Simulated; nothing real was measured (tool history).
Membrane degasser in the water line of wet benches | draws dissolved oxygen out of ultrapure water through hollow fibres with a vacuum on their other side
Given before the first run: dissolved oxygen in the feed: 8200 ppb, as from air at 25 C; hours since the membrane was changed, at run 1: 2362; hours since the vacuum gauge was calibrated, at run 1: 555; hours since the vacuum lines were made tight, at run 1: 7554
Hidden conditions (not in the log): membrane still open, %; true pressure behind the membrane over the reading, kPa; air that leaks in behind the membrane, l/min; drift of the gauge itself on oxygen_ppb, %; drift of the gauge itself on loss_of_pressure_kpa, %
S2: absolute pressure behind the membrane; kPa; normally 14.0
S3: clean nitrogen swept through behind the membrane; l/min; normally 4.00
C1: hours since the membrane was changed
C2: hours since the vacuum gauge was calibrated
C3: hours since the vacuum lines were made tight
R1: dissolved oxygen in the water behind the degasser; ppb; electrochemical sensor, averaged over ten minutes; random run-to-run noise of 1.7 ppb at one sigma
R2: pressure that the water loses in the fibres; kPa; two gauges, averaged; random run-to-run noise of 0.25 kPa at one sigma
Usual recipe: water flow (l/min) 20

{"run": 1, "hour": 0.0, "water flow (l/min)": 20, "S2": 14.0, "S3": 4.0, "C1": 2362, "C2": 555, "C3": 7554, "R1": 179.6, "R2": 69.41}
{"run": 2, "hour": 73.9, "water flow (l/min)": 20, "S2": 14.0, "S3": 4.0, "C1": 2436, "C2": 628, "C3": 7628, "R1": 180.6, "R2": 69.19}
{"run": 3, "hour": 123.7, "water flow (l/min)": 20, "S2": 14.0, "S3": 4.0, "C1": 2486, "C2": 678, "C3": 7678, "R1": 179.3, "R2": 69.38}
{"run": 4, "hour": 208.9, "water flow (l/min)": 20, "S2": 14.0, "S3": 4.0, "C1": 2571, "C2": 763, "C3": 7763, "R1": 179.7, "R2": 69.13}
{"run": 5, "hour": 271.7, "water flow (l/min)": 28, "S2": 14.0, "S3": 4.0, "C1": 2634, "C2": 826, "C3": 7826, "R1": 356.6, "R2": 97.01}
{"run": 6, "hour": 339.1, "water flow (l/min)": 28, "S2": 14.0, "S3": 4.0, "C1": 2701, "C2": 894, "C3": 7893, "R1": 356.6, "R2": 96.74}
{"run": 7, "hour": 433.4, "water flow (l/min)": 28, "S2": 14.0, "S3": 4.0, "C1": 2795, "C2": 988, "C3": 7988, "R1": 358.2, "R2": 96.96}
{"run": 8, "hour": 476.1, "water flow (l/min)": 20, "S2": 14.0, "S3": 4.0, "C1": 2838, "C2": 1031, "C3": 8030, "R1": 182.4, "R2": 69.21}
{"run": 9, "hour": 539.3, "water flow (l/min)": 20, "S2": 14.0, "S3": 4.0, "C1": 2901, "C2": 1094, "C3": 8094, "R1": 180.8, "R2": 69.36}
{"run": 10, "hour": 578.4, "water flow (l/min)": 20, "S2": 14.0, "S3": 4.0, "C1": 2940, "C2": 1133, "C3": 8133, "R1": 180.3, "R2": 69.58}
{"run": 11, "hour": 656.5, "water flow (l/min)": 18, "S2": 14.0, "S3": 4.0, "C1": 3019, "C2": 1211, "C3": 8211, "R1": 148.5, "R2": 62.47}
{"run": 12, "hour": 704.7, "water flow (l/min)": 20, "S2": 14.0, "S3": 4.0, "C1": 3067, "C2": 1259, "C3": 8259, "R1": 179.7, "R2": 69.53}
{"run": 13, "hour": 756.2, "water flow (l/min)": 18, "S2": 14.0, "S3": 4.0, "C1": 3118, "C2": 1311, "C3": 8311, "R1": 148.2, "R2": 62.32}
{"run": 14, "hour": 846.0, "water flow (l/min)": 20, "S2": 14.0, "S3": 4.0, "C1": 3208, "C2": 1400, "C3": 8400, "R1": 178.8, "R2": 69.26}
{"run": 15, "hour": 911.9, "water flow (l/min)": 20, "S2": 33.7, "S3": 4.0, "C1": 3274, "C2": 1466, "C3": 8466, "R1": 420.8, "R2": 69.34}
{"run": 16, "hour": 971.0, "water flow (l/min)": 20, "S2": 33.7, "S3": 4.0, "C1": 3333, "C2": 1526, "C3": 8525, "R1": 417.6, "R2": 69.79}
{"run": 17, "hour": 1056.7, "water flow (l/min)": 20, "S2": 33.7, "S3": 4.0, "C1": 3419, "C2": 1611, "C3": 8611, "R1": 416.6, "R2": 69.64}
{"run": 18, "hour": 1124.7, "water flow (l/min)": 12, "S2": 20.2, "S3": 2.8, "C1": 3487, "C2": 1679, "C3": 8679, "R1": 186.3, "R2": 41.69}
{"run": 19, "hour": 1204.4, "water flow (l/min)": 12, "S2": 20.2, "S3": 2.8, "C1": 3566, "C2": 1759, "C3": 8759, "R1": 187.5, "R2": 42.27}
{"run": 20, "hour": 1256.3, "water flow (l/min)": 12, "S2": 20.2, "S3": 2.8, "C1": 3618, "C2": 1811, "C3": 8811, "R1": 184.4, "R2": 42.21}
{"run": 21, "hour": 1297.7, "water flow (l/min)": 12, "S2": 20.2, "S3": 2.8, "C1": 3660, "C2": 1852, "C3": 8852, "R1": 187.3, "R2": 41.69}
{"run": 22, "hour": 1377.7, "water flow (l/min)": 19, "S2": 24.4, "S3": 9.05, "C1": 3740, "C2": 1932, "C3": 8932, "R1": 151.9, "R2": 66.24}
{"run": 23, "hour": 1459.6, "water flow (l/min)": 18, "S2": 24.4, "S3": 7.17, "C1": 3822, "C2": 2014, "C3": 9014, "R1": 165.5, "R2": 62.95}
{"run": 24, "hour": 1520.0, "water flow (l/min)": 27, "S2": 18.5, "S3": 6.51, "C1": 3882, "C2": 2074, "C3": 9074, "R1": 316.7, "R2": 94.18}
{"run": 25, "hour": 1605.0, "water flow (l/min)": 27, "S2": 18.5, "S3": 6.51, "C1": 3967, "C2": 2160, "C3": 9159, "R1": 318.4, "R2": 94.76}
{"run": 26, "hour": 1684.7, "water flow (l/min)": 25, "S2": 10.7, "S3": 4.0, "C1": 4047, "C2": 2239, "C3": 9239, "R1": 246.4, "R2": 87.85}
{"run": 27, "hour": 1754.9, "water flow (l/min)": 22, "S2": 22.5, "S3": 7.94, "C1": 4117, "C2": 2309, "C3": 9309, "R1": 211.4, "R2": 76.99}
{"run": 28, "hour": 1826.9, "water flow (l/min)": 32, "S2": 14.0, "S3": 1.69, "C1": 4189, "C2": 2381, "C3": 9381, "R1": 719.6, "R2": 112.34}
{"run": 29, "hour": 1902.8, "water flow (l/min)": 17, "S2": 14.0, "S3": 4.0, "C1": 4265, "C2": 2457, "C3": 9457, "R1": 138.5, "R2": 59.63}
{"run": 30, "hour": 1964.6, "water flow (l/min)": 27, "S2": 11.8, "S3": 2.09, "C1": 4327, "C2": 2519, "C3": 9519, "R1": 416.8, "R2": 94.89}
{"run": 31, "hour": 2008.9, "water flow (l/min)": 21, "S2": 20.7, "S3": 2.28, "C1": 4371, "C2": 2563, "C3": 9563, "R1": 436.7, "R2": 74.2}
{"run": 32, "hour": 2078.1, "water flow (l/min)": 18, "S2": 20.7, "S3": 2.28, "C1": 4440, "C2": 2633, "C3": 9632, "R1": 367.9, "R2": 63.61}

3 ways to go on from here, each from the tool as it stands after run 32. What would each give?
{"run": "A", "hour": 2128.5, "water flow (l/min)": 28, "S2": 33.7, "S3": 2.98, "C1": 4491, "C2": 2683, "C3": 9683, "R1": "?", "R2": "?"}
{"run": "B", "hour": 2128.5, "water flow (l/min)": 18, "S2": 20.7, "S3": 5.91, "C1": 4491, "C2": 2683, "C3": 9683, "R1": "?", "R2": "?"}
{"run": "C", "hour": 2128.5, "water flow (l/min)": 18, "S2": 20.7, "S3": 9.69, "C1": 4491, "C2": 2683, "C3": 9683, "R1": "?", "R2": "?"}

run=A R1=812.1 R2=98.77
run=B R1=169.4 R2=63.03
run=C R1=115.9 R2=63.54
With no hidden state in the tool, these same runs would have given:
run=A R1=773.5 R2=94.94
run=B R1=156.9 R2=60.58
run=C R1=105.7 R2=61.08
